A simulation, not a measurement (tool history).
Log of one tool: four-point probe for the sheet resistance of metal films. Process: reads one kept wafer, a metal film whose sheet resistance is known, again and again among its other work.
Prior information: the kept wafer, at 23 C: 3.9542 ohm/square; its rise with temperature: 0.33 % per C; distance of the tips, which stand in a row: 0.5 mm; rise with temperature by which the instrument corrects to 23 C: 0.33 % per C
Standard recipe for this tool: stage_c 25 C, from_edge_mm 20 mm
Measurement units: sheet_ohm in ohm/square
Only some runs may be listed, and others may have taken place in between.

| run | hour | stage_c | from_edge_mm | sheet_ohm |
|---|---|---|---|---|
| 1 | 0 | 25 | 20 | 3.955139 |
| 2 | 43.1 | 25 | 20 | 3.955674 |
| 3 | 67.2 | 25 | 20 | 3.955182 |
| 4 | 116.3 | 25 | 9 | 3.961062 |
| 5 | 167.9 | 25 | 9 | 3.962312 |
| 6 | 205.9 | 25 | 9 | 3.961023 |
| 7 | 240.2 | 25 | 20 | 3.956027 |
| 8 | 271.6 | 25 | 20 | 3.956382 |
| 9 | 298 | 25 | 9 | 3.960073 |
| 10 | 323.2 | 23 | 18 | 3.956145 |
| 11 | 367.2 | 23 | 18 | 3.95651 |
| 12 | 417.2 | 23 | 13 | 3.958487 |
| 13 | 444.5 | 21 | 72 | 3.9542 |
| 14 | 469.6 | 21 | 72 | 3.953978 |
| 15 | 499.9 | 21 | 72 | 3.955037 |
| 16 | 548.3 | 34 | 60 | 3.952714 |

Below are 3 alternative next runs, each starting from the tool's condition after run 16. Predict each:
| A | 582.6 | 24 | 6 | ? |
| B | 582.6 | 25 | 20 | ? |
| C | 582.6 | 34 | 21 | ? |

| run | sheet_ohm |
|---|---|
| A | 3.969494 |
| B | 3.955532 |
| C | 3.955445 |
Without the tool's unlogged condition, the same runs would have read:
| run | sheet_ohm |
|---|---|
| A | 3.969244 |
| B | 3.955283 |
| C | 3.955196 |
